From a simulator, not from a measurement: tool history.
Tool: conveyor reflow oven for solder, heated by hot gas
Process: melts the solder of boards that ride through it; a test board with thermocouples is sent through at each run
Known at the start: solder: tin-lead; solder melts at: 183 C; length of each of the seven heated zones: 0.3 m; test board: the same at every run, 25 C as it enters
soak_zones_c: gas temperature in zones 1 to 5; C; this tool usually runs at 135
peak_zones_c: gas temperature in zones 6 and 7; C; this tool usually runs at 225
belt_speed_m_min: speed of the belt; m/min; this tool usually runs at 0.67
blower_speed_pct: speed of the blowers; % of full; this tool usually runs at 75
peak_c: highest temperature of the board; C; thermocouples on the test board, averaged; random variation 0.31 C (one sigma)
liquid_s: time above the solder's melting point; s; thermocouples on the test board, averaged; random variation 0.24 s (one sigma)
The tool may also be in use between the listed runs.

run 1 hour=0 | soak_zones_c=135 peak_zones_c=225 belt_speed_m_min=0.67 blower_speed_pct=75 | peak_c=211.6 liquid_s=37.4
run 2 hour=6.7 | soak_zones_c=135 peak_zones_c=225 belt_speed_m_min=0.67 blower_speed_pct=75 | peak_c=211.3 liquid_s=36.8
run 3 hour=14.5 | soak_zones_c=135 peak_zones_c=225 belt_speed_m_min=0.641 blower_speed_pct=75 | peak_c=212.5 liquid_s=39.5
run 4 hour=27.1 | soak_zones_c=135 peak_zones_c=225 belt_speed_m_min=0.785 blower_speed_pct=75 | peak_c=206.6 liquid_s=28
run 5 hour=39.3 | soak_zones_c=135 peak_zones_c=225 belt_speed_m_min=0.785 blower_speed_pct=75 | peak_c=206.6 liquid_s=27.9
run 6 hour=50.6 | soak_zones_c=135 peak_zones_c=225 belt_speed_m_min=0.785 blower_speed_pct=75 | peak_c=206.8 liquid_s=27.7
run 7 hour=60.6 | soak_zones_c=135 peak_zones_c=225 belt_speed_m_min=0.571 blower_speed_pct=75 | peak_c=214.5 liquid_s=47
run 8 hour=66.6 | soak_zones_c=135 peak_zones_c=225 belt_speed_m_min=0.762 blower_speed_pct=75 | peak_c=207.6 liquid_s=29.2
run 9 hour=77.8 | soak_zones_c=135 peak_zones_c=225 belt_speed_m_min=0.67 blower_speed_pct=75 | peak_c=210.8 liquid_s=36.7
run 10 hour=90.5 | soak_zones_c=135 peak_zones_c=225 belt_speed_m_min=0.67 blower_speed_pct=75 | peak_c=211.1 liquid_s=36.6
run 11 hour=101.5 | soak_zones_c=135 peak_zones_c=225 belt_speed_m_min=0.67 blower_speed_pct=75 | peak_c=211.7 liquid_s=36.6
run 12 hour=107.8 | soak_zones_c=135 peak_zones_c=225 belt_speed_m_min=0.67 blower_speed_pct=83 | peak_c=212.2 liquid_s=37.6
run 13 hour=120.4 | soak_zones_c=149 peak_zones_c=225 belt_speed_m_min=0.67 blower_speed_pct=83 | peak_c=213.9 liquid_s=42.8
run 14 hour=127.1 | soak_zones_c=143 peak_zones_c=225 belt_speed_m_min=0.67 blower_speed_pct=83 | peak_c=212.8 liquid_s=40.6
run 15 hour=138.3 | soak_zones_c=143 peak_zones_c=225 belt_speed_m_min=0.67 blower_speed_pct=83 | peak_c=213.3 liquid_s=40.1
run 16 hour=151.4 | soak_zones_c=145 peak_zones_c=219 belt_speed_m_min=0.759 blower_speed_pct=68 | peak_c=201.9 liquid_s=28.2
run 17 hour=157.5 | soak_zones_c=145 peak_zones_c=231 belt_speed_m_min=0.759 blower_speed_pct=68 | peak_c=211.7 liquid_s=34.2
run 18 hour=167.1 | soak_zones_c=145 peak_zones_c=231 belt_speed_m_min=0.759 blower_speed_pct=68 | peak_c=211.7 liquid_s=33.8
run 19 hour=175.2 | soak_zones_c=145 peak_zones_c=231 belt_speed_m_min=0.759 blower_speed_pct=68 | peak_c=211.5 liquid_s=34.1
run 20 hour=184.6 | soak_zones_c=145 peak_zones_c=231 belt_speed_m_min=0.759 blower_speed_pct=68 | peak_c=211.9 liquid_s=34.1
run 21 hour=196.1 | soak_zones_c=137 peak_zones_c=225 belt_speed_m_min=0.625 blower_speed_pct=75 | peak_c=212.4 liquid_s=40.8
run 22 hour=205.6 | soak_zones_c=137 peak_zones_c=225 belt_speed_m_min=0.625 blower_speed_pct=75 | peak_c=211.8 liquid_s=41.2
run 23 hour=218.5 | soak_zones_c=143 peak_zones_c=225 belt_speed_m_min=0.67 blower_speed_pct=67 | peak_c=209.1 liquid_s=36.9
run 24 hour=229.4 | soak_zones_c=141 peak_zones_c=225 belt_speed_m_min=0.766 blower_speed_pct=67 | peak_c=204.7 liquid_s=28.1
run 25 hour=239.6 | soak_zones_c=135 peak_zones_c=225 belt_speed_m_min=0.559 blower_speed_pct=75 | peak_c=214.2 liquid_s=47.2
run 26 hour=250 | soak_zones_c=146 peak_zones_c=225 belt_speed_m_min=0.67 blower_speed_pct=71 | peak_c=210.9 liquid_s=39.1
run 27 hour=261.6 | soak_zones_c=143 peak_zones_c=221 belt_speed_m_min=0.561 blower_speed_pct=71 | peak_c=210.2 liquid_s=47.3
run 28 hour=270.4 | soak_zones_c=135 peak_zones_c=228 belt_speed_m_min=0.67 blower_speed_pct=75 | peak_c=213 liquid_s=37.3
run 29 hour=279.3 | soak_zones_c=134 peak_zones_c=228 belt_speed_m_min=0.544 blower_speed_pct=75 | peak_c=217.7 liquid_s=50.5
run 30 hour=285.6 | soak_zones_c=122 peak_zones_c=240 belt_speed_m_min=0.741 blower_speed_pct=57 | peak_c=209.7 liquid_s=28.1

Here are 4 independent what-if runs from the current tool condition. What would each one return?
run A hour=298.6 | soak_zones_c=138 peak_zones_c=224 belt_speed_m_min=0.67 blower_speed_pct=75 | peak_c=? liquid_s=?
run B hour=298.6 | soak_zones_c=143 peak_zones_c=225 belt_speed_m_min=0.67 blower_speed_pct=58 | peak_c=? liquid_s=?
run C hour=298.6 | soak_zones_c=122 peak_zones_c=235 belt_speed_m_min=0.741 blower_speed_pct=55 | peak_c=? liquid_s=?
run D hour=298.6 | soak_zones_c=129 peak_zones_c=225 belt_speed_m_min=0.772 blower_speed_pct=55 | peak_c=? liquid_s=?

run=A peak_c=209.8 liquid_s=35.9
run=B peak_c=205.9 liquid_s=34.2
run=C peak_c=203.8 liquid_s=23.8
run=D peak_c=196.5 liquid_s=17.7
Without the tool's unlogged condition, the same runs would have read:
run=A peak_c=213.3 liquid_s=38.3
run=B peak_c=209 liquid_s=36.7
run=C peak_c=207.6 liquid_s=26.5
run=D peak_c=200 liquid_s=21
